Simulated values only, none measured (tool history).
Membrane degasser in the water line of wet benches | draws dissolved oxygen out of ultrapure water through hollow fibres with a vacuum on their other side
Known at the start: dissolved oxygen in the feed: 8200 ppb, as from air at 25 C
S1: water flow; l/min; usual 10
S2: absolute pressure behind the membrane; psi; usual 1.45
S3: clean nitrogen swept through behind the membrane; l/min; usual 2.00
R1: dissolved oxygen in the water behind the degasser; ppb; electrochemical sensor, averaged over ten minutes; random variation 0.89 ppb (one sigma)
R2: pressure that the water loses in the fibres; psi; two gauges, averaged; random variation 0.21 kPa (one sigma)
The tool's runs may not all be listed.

Run 1, hour 0.0: usual settings. Result: R1 91.3 ppb, R2 7.130 psi.
Run 2, hour 20.1: usual settings. Result: R1 92.9 ppb, R2 7.178 psi.
Run 3, hour 53.7: usual settings. Result: R1 91.9 ppb, R2 7.182 psi.
Run 4, hour 75.5: usual settings. Result: R1 90.2 ppb, R2 7.169 psi.
Run 5, hour 105.5: usual settings. Result: R1 92.0 ppb, R2 7.178 psi.
Run 6, hour 139.8: usual settings. Result: R1 91.1 ppb, R2 7.137 psi.
Run 7, hour 182.9: usual settings but S1 9 l/min. Result: R1 81.0 ppb, R2 6.437 psi.
Run 8, hour 220.5: usual settings but S1 9 l/min. Result: R1 80.7 ppb, R2 6.432 psi.
Run 9, hour 264.2: usual settings but S1 9 l/min. Result: R1 82.1 ppb, R2 6.428 psi.
Run 10, hour 285.9: usual settings but S1 9 l/min. Result: R1 81.3 ppb, R2 6.398 psi.
Run 11, hour 312.6: usual settings. Result: R1 93.5 ppb, R2 7.145 psi.
Run 12, hour 334.4: usual settings. Result: R1 92.4 ppb, R2 7.246 psi.
Run 13, hour 375.0: usual settings. Result: R1 90.0 ppb, R2 7.098 psi.
Run 14, hour 405.1: usual settings. Result: R1 92.9 ppb, R2 7.198 psi.
Run 15, hour 442.8: usual settings. Result: R1 93.2 ppb, R2 7.182 psi.
Run 16, hour 483.0: usual settings but S2 1.65 psi. Result: R1 110.1 ppb, R2 7.265 psi.
Run 17, hour 520.5: usual settings but S2 1.65 psi. Result: R1 110.6 ppb, R2 7.200 psi.
Run 18, hour 564.5: usual settings but S2 1.65 psi. Result: R1 109.0 ppb, R2 7.214 psi.
Run 19, hour 590.9: usual settings but S2 1.65 psi. Result: R1 109.8 ppb, R2 7.176 psi.
Run 20, hour 631.0: usual settings but S2 1.65 psi. Result: R1 109.4 ppb, R2 7.156 psi.
Run 21, hour 658.9: usual settings but S1 13 l/min, S2 1.16 psi, S3 1.60 l/min. Result: R1 110.7 ppb, R2 9.358 psi.
Run 22, hour 703.9: usual settings but S1 6 l/min, S2 3.10 psi, S3 0.86 l/min. Result: R1 311.7 ppb, R2 4.274 psi.
Run 23, hour 723.4: usual settings but S1 11 l/min, S2 3.05 psi, S3 1.62 l/min. Result: R1 298.4 ppb, R2 7.923 psi.
Run 24, hour 752.0: usual settings but S1 16 l/min, S2 2.81 psi, S3 0.82 l/min. Result: R1 683.9 ppb, R2 11.461 psi.
Run 25, hour 791.3: usual settings but S1 6 l/min, S2 0.87 psi, S3 0.82 l/min. Result: R1 54.2 ppb, R2 4.331 psi.
Run 26, hour 825.3: usual settings but S1 14 l/min, S2 2.05 psi. Result: R1 202.7 ppb, R2 10.083 psi.
Run 27, hour 845.5: usual settings but S2 2.13 psi, S3 2.30 l/min. Result: R1 131.7 ppb, R2 7.240 psi.
Run 28, hour 871.4: usual settings but S1 13 l/min, S2 3.23 psi, S3 5.27 l/min. Result: R1 134.0 ppb, R2 9.339 psi.
Run 29, hour 893.7: usual settings but S1 8 l/min. Result: R1 73.1 ppb, R2 5.749 psi.
Run 30, hour 920.8: usual settings but S1 8 l/min, S2 1.70 psi, S3 4.98 l/min. Result: R1 40.0 ppb, R2 5.778 psi.
Run 31, hour 943.4: usual settings but S1 8 l/min, S3 0.87 l/min. Result: R1 157.9 ppb, R2 5.780 psi.
Run 32, hour 964.6: usual settings but S1 11 l/min, S2 0.88 psi, S3 2.06 l/min. Result: R1 49.4 ppb, R2 7.919 psi.

Measured less the same run without the tool's hidden state. The same run-to-run variation is in both; the gauge's scatter may not be:
The hidden state here: membrane still open, %; true pressure behind the membrane over the reading, kPa; air that leaks in behind the membrane, l/min; drift of the gauge itself on oxygen_ppb, %; drift of the gauge itself on loss_of_pressure_kpa, %.
run     R1      R2
  1   +3.0  +0.015
  2   +3.0  +0.015
  3   +3.0  +0.016
  4   +3.0  +0.016
  5   +3.0  +0.017
  6   +3.1  +0.017
  7   +3.0  +0.019
  8   +3.1  +0.019
  9   +3.1  +0.020
 10   +3.1  +0.020
 11   +3.4  +0.023
 12   +3.3  +0.025
 13   +3.3  +0.025
 14   +3.5  +0.026
 15   +3.5  +0.028
 16   +4.0  +0.029
 17   +4.0  +0.030
 18   +4.0  +0.030
 19   +4.0  +0.032
 20   +4.1  +0.033
 21   +4.3  +0.044
 22  +13.6  +0.022
 23   +8.2  +0.039
 24  +11.4  +0.059
 25   +4.1  +0.023
 26   +5.7  +0.055
 27   +4.8  +0.039
 28   +3.8  +0.052
 29   +3.6  +0.032
 30   +2.0  +0.033
 31   +7.1  +0.033
 32   +2.9  +0.048
